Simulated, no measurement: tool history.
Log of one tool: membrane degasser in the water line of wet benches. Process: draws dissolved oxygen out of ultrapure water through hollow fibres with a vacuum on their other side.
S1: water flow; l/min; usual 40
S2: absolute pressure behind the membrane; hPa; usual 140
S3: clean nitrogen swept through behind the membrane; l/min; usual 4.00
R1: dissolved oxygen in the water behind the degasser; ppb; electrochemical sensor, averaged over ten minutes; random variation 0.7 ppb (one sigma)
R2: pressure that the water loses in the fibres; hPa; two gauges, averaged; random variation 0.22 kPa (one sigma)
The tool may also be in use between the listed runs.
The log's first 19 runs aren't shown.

| run | hour | S1 | S2 | S3 | R1 | R2 |
|---|---|---|---|---|---|---|
| 20 | 3278.6 | 26 | 327 | 4.00 | 444.7 | 361.1 |
| 21 | 3389.0 | 26 | 327 | 4.00 | 443.5 | 361.1 |
| 22 | 3567.0 | 40 | 269 | 2.77 | 737.1 | 560.8 |
| 23 | 3789.8 | 38 | 174 | 6.83 | 198.9 | 527.9 |
| 24 | 3929.3 | 38 | 287 | 3.22 | 666.5 | 529.3 |
| 25 | 4125.8 | 38 | 287 | 3.22 | 664.2 | 534.2 |
| 26 | 4346.2 | 38 | 282 | 6.17 | 368.8 | 536.1 |
| 27 | 4517.6 | 38 | 282 | 6.17 | 370.7 | 537.7 |
| 28 | 4677.7 | 38 | 282 | 6.17 | 372.1 | 537.6 |
| 29 | 4875.0 | 45 | 140 | 3.01 | 384.1 | 635.8 |
| 30 | 5074.7 | 25 | 140 | 5.28 | 129.6 | 353.7 |
| 31 | 5266.2 | 57 | 208 | 5.04 | 481.4 | 807.4 |

Forecast run 32:
| 32 | 5440.7 | 57 | 208 | 5.04 | ? | ? |

{"run 32": {"R1": 485.3, "R2": 809.7}}
Without the tool's hidden state the same run would have given R1 463.9 ppb, R2 747.8 hPa.

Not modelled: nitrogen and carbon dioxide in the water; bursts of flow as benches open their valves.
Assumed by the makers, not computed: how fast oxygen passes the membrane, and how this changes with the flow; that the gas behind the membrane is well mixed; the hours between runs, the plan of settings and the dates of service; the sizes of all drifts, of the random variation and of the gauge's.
